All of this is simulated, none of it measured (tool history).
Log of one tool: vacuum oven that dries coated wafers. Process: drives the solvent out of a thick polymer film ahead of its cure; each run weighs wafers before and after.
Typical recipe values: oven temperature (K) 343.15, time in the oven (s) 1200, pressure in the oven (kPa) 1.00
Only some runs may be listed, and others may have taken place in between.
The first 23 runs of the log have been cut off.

run	hour	oven temperature (K)	time in the oven (s)	pressure in the oven (kPa)	hours of work since the thermocouples were calibrated	hours of work since the vacuum gauge was cleaned of residue	solvent left in the film (%)
24	295.2	342.15	1200	1.00	401	531	3.78
25	308.4	348.15	1200	1.15	411	541	2.44
26	319.4	348.15	600	1.15	419	549	6.35
27	328.8	343.15	840	0.60	426	556	5.46
28	344.0	343.15	840	0.60	437	567	5.48
29	359.1	343.15	840	0.60	448	578	5.47
30	369.0	351.15	1740	2.22	456	586	1.15
31	377.1	347.15	2040	1.08	462	592	0.93
32	390.5	343.15	1200	0.64	471	601	3.42
33	398.1	343.15	1200	0.64	477	607	3.42
34	409.0	346.15	1200	3.80	485	615	3.67
35	421.2	346.15	1200	3.80	494	624	3.69
36	432.7	355.15	1200	1.07	503	633	1.30
37	443.7	355.15	1200	2.02	511	641	1.50
38	461.1	333.15	600	1.00	524	654	10.44
39	468.9	346.15	600	1.00	529	659	6.82
40	479.9	344.15	1200	3.89	537	668	4.21
41	493.0	335.15	1200	0.65	547	677	5.61
42	510.0	357.15	1860	1.69	560	690	0.58
43	519.3	345.15	1860	1.69	567	697	1.62
44	528.7	338.15	1860	1.69	573	703	2.86
45	547.1	343.15	1740	1.00	587	717	1.91
46	563.1	340.15	1740	1.00	599	729	2.46
47	570.6	340.15	1740	1.00	604	734	2.43
48	578.1	340.15	1740	1.00	610	740	2.48

Consider 3 possible next runs. They are alternatives, not a sequence: every one starts from the tool as it was left by run 48. What does each give?
A	588.7	356.15	1320	1.45	618	748	?
B	588.7	356.15	1320	1.57	618	748	?
C	588.7	352.15	1680	0.91	618	748	?

run	solvent left in the film (%)
A	1.07
B	1.07
C	0.82
Stripped of hidden state, with their random variation kept, the same runs would have yielded:
run	solvent left in the film (%)
A	1.07
B	1.07
C	0.81
